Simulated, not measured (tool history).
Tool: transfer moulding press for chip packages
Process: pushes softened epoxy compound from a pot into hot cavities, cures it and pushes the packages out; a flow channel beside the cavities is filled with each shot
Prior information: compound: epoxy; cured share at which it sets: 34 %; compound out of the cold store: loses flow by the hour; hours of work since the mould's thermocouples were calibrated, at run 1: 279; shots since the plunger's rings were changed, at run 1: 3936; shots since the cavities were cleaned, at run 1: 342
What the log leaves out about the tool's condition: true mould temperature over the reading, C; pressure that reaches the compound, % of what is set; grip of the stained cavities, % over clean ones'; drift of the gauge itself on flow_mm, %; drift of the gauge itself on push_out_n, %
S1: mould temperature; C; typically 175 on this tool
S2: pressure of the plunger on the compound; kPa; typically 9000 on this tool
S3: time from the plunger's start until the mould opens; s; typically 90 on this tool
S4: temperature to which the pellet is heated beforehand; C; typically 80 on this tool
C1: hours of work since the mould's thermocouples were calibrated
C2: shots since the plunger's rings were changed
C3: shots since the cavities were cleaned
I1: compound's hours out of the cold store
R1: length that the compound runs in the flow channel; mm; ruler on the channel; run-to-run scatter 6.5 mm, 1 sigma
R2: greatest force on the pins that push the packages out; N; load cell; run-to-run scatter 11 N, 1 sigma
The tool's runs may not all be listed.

Run 1, hour 0.0: usual settings; C1 279; C2 3936; C3 342; I1 18.3. Result: R1 706 mm, R2 699 N.
Run 2, hour 10.8: usual settings; C1 286; C2 4069; C3 475; I1 20.2. Result: R1 688 mm, R2 699 N.
Run 3, hour 20.9: usual settings; C1 292; C2 4193; C3 599; I1 11.2. Result: R1 738 mm, R2 755 N.
Run 4, hour 33.7: usual settings; C1 300; C2 4350; C3 756; I1 36.1. Result: R1 614 mm, R2 796 N.
Run 5, hour 46.6: usual settings but S1 168 C; C1 308; C2 4508; C3 914; I1 43.4. Result: R1 612 mm, R2 1209 N.
At hour 52.3: cavities cleaned with cleaning compound and waxed.
Run 6, hour 55.7: usual settings but S1 172 C; C1 312; C2 4602; C3 42; I1 26.5. Result: R1 666 mm, R2 677 N.
Run 7, hour 69.9: usual settings but S1 172 C; C1 321; C2 4775; C3 215; I1 36.0. Result: R1 638 mm, R2 742 N.
Run 8, hour 79.5: usual settings but S1 167 C; C1 327; C2 4894; C3 334; I1 18.8. Result: R1 735 mm, R2 1229 N.
At hour 88.3: plunger's sealing rings changed.
Run 9, hour 93.9: usual settings but S2 6860 kPa; C1 334; C2 68; C3 479; I1 24.6. Result: R1 623 mm, R2 711 N.
Run 10, hour 100.2: usual settings but S1 171 C; C1 338; C2 146; C3 557; I1 25.5. Result: R1 724 mm, R2 944 N.
Run 11, hour 108.1: usual settings; C1 343; C2 243; C3 654; I1 18.6. Result: R1 752 mm, R2 765 N.
Run 12, hour 118.4: usual settings; C1 349; C2 369; C3 780; I1 10.0. Result: R1 788 mm, R2 837 N.
Run 13, hour 129.5: usual settings; C1 356; C2 506; C3 917; I1 8.1. Result: R1 806 mm, R2 841 N.
At hour 132.2: mould's thermocouples calibrated.
At hour 136.9: cavities cleaned with cleaning compound and waxed.
Run 14, hour 147.5: usual settings but S4 73 C; C1 8; C2 684; C3 130; I1 34.5. Result: R1 671 mm, R2 579 N.
Run 15, hour 153.9: usual settings but S4 73 C; C1 12; C2 763; C3 209; I1 29.3. Result: R1 689 mm, R2 613 N.
Run 16, hour 166.6: usual settings but S3 80 s; C1 20; C2 919; C3 365; I1 11.3. Result: R1 784 mm, R2 898 N.
Run 17, hour 174.2: usual settings but S3 80 s; C1 25; C2 1012; C3 458; I1 22.8. Result: R1 720 mm, R2 852 N.

For run 18, what comes out?
Run 18, hour 184.9: usual settings but S3 80 s; C1 31; C2 1144; C3 590; I1 22.4. Result: R1 ?, R2 ?.

Run 18 produced R1 705 mm, R2 900 N.
Were there no unlogged condition in the tool, this run, its random variation unchanged, would have produced R1 716 mm, R2 630 N.

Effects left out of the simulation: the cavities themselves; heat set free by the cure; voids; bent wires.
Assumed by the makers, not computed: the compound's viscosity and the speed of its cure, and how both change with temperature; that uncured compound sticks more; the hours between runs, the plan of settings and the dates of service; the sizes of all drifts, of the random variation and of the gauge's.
